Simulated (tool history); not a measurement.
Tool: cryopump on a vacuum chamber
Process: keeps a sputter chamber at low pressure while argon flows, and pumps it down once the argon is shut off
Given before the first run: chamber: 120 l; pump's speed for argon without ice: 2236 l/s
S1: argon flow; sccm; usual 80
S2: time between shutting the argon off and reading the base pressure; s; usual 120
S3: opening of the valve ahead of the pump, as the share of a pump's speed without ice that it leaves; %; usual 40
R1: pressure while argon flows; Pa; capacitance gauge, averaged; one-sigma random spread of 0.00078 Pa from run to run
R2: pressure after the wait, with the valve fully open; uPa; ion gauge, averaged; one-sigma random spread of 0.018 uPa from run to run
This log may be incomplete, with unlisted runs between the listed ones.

{"run": 1, "day": 0.0, "S1": 80, "S2": 120, "S3": 40, "R1": 0.1665, "R2": 0.71}
{"run": 2, "day": 1.796, "S1": 80, "S2": 120, "S3": 51, "R1": 0.1322, "R2": 0.74}
{"run": 3, "day": 2.717, "S1": 85, "S2": 120, "S3": 51, "R1": 0.1414, "R2": 0.76}
{"run": 4, "day": 3.783, "S1": 85, "S2": 120, "S3": 51, "R1": 0.1408, "R2": 0.75}
{"run": 5, "day": 4.933, "S1": 85, "S2": 120, "S3": 51, "R1": 0.1427, "R2": 0.76}
{"run": 6, "day": 5.888, "S1": 80, "S2": 120, "S3": 40, "R1": 0.1678, "R2": 0.76}
{"run": 7, "day": 6.896, "S1": 80, "S2": 120, "S3": 40, "R1": 0.1673, "R2": 0.76}
{"day": 7.225, "done": "pump warmed up, emptied and cooled again"}
{"run": 8, "day": 7.942, "S1": 80, "S2": 120, "S3": 40, "R1": 0.1508, "R2": 0.7}
{"run": 9, "day": 9.392, "S1": 80, "S2": 88, "S3": 40, "R1": 0.1526, "R2": 0.88}
{"run": 10, "day": 10.371, "S1": 80, "S2": 120, "S3": 45, "R1": 0.1354, "R2": 0.69}
{"run": 11, "day": 11.8, "S1": 80, "S2": 120, "S3": 45, "R1": 0.1355, "R2": 0.72}
{"run": 12, "day": 13.742, "S1": 80, "S2": 120, "S3": 45, "R1": 0.1372, "R2": 0.72}
{"run": 13, "day": 15.579, "S1": 80, "S2": 120, "S3": 45, "R1": 0.1375, "R2": 0.7}
{"run": 14, "day": 16.938, "S1": 80, "S2": 120, "S3": 40, "R1": 0.1556, "R2": 0.75}
{"run": 15, "day": 17.838, "S1": 84, "S2": 120, "S3": 40, "R1": 0.164, "R2": 0.69}
{"run": 16, "day": 19.321, "S1": 84, "S2": 120, "S3": 40, "R1": 0.1626, "R2": 0.73}
{"run": 17, "day": 20.592, "S1": 80, "S2": 37, "S3": 40, "R1": 0.1553, "R2": 1.73}
{"run": 18, "day": 22.304, "S1": 147, "S2": 37, "S3": 28, "R1": 0.4064, "R2": 1.75}
{"run": 19, "day": 23.55, "S1": 80, "S2": 120, "S3": 30, "R1": 0.2076, "R2": 0.7}
{"run": 20, "day": 25.521, "S1": 80, "S2": 109, "S3": 38, "R1": 0.1655, "R2": 0.77}
{"run": 21, "day": 27.075, "S1": 80, "S2": 237, "S3": 40, "R1": 0.1569, "R2": 0.54}
{"run": 22, "day": 28.279, "S1": 92, "S2": 49, "S3": 45, "R1": 0.1607, "R2": 1.38}
{"run": 23, "day": 29.121, "S1": 98, "S2": 195, "S3": 16, "R1": 0.4721, "R2": 0.58}
{"run": 24, "day": 30.833, "S1": 111, "S2": 120, "S3": 20, "R1": 0.4321, "R2": 0.76}
{"run": 25, "day": 32.038, "S1": 154, "S2": 24, "S3": 44, "R1": 0.2802, "R2": 2.55}
{"run": 26, "day": 33.138, "S1": 154, "S2": 67, "S3": 32, "R1": 0.3783, "R2": 1.12}
{"run": 27, "day": 33.971, "S1": 154, "S2": 67, "S3": 32, "R1": 0.3763, "R2": 1.1}
{"run": 28, "day": 35.204, "S1": 145, "S2": 172, "S3": 46, "R1": 0.2548, "R2": 0.63}
{"run": 29, "day": 36.058, "S1": 49, "S2": 120, "S3": 29, "R1": 0.1323, "R2": 0.77}
{"run": 30, "day": 37.279, "S1": 49, "S2": 120, "S3": 29, "R1": 0.1327, "R2": 0.76}
{"run": 31, "day": 38.496, "S1": 49, "S2": 120, "S3": 29, "R1": 0.1332, "R2": 0.81}
{"run": 32, "day": 39.496, "S1": 49, "S2": 120, "S3": 29, "R1": 0.1334, "R2": 0.8}
{"run": 33, "day": 41.458, "S1": 80, "S2": 75, "S3": 43, "R1": 0.152, "R2": 1.02}

Hidden state or all else? Some run-to-run changes of R1, split into what the settings, what came in and random variation would give without the hidden state, and what is left for the hidden state (with any gauge scatter that isn't in both results):
The hidden state here: pump's speed, % of a pump's without ice; cold plate's temperature, K; leak into the chamber, uPa l/s; drift of the gauge itself on working_pa, %; drift of the gauge itself on base_upa, %.
Run 7 -> 8: pump warmed up, emptied and cooled again. R1 -0.0165 Pa: hidden state -0.0152, all else -0.0013.
Run 17 -> 18: S1 80 -> 147, S3 40 -> 28. R1 +0.2511 Pa: hidden state +0.0047, all else +0.2464.
Run 18 -> 19: S1 147 -> 80, S2 37 -> 120, S3 28 -> 30. R1 -0.1988 Pa: hidden state -0.0038, all else -0.195.
Run 22 -> 23: S1 92 -> 98, S2 49 -> 195, S3 45 -> 16. R1 +0.3114 Pa: hidden state +0.0008, all else +0.3106.
Run 28 -> 29: S1 145 -> 49, S2 172 -> 120, S3 46 -> 29. R1 -0.1225 Pa: hidden state -0.0109, all else -0.1116.
Run 32 -> 33: S1 49 -> 80, S2 120 -> 75, S3 29 -> 43. R1 +0.0186 Pa: hidden state +0.0049, all else +0.0137.
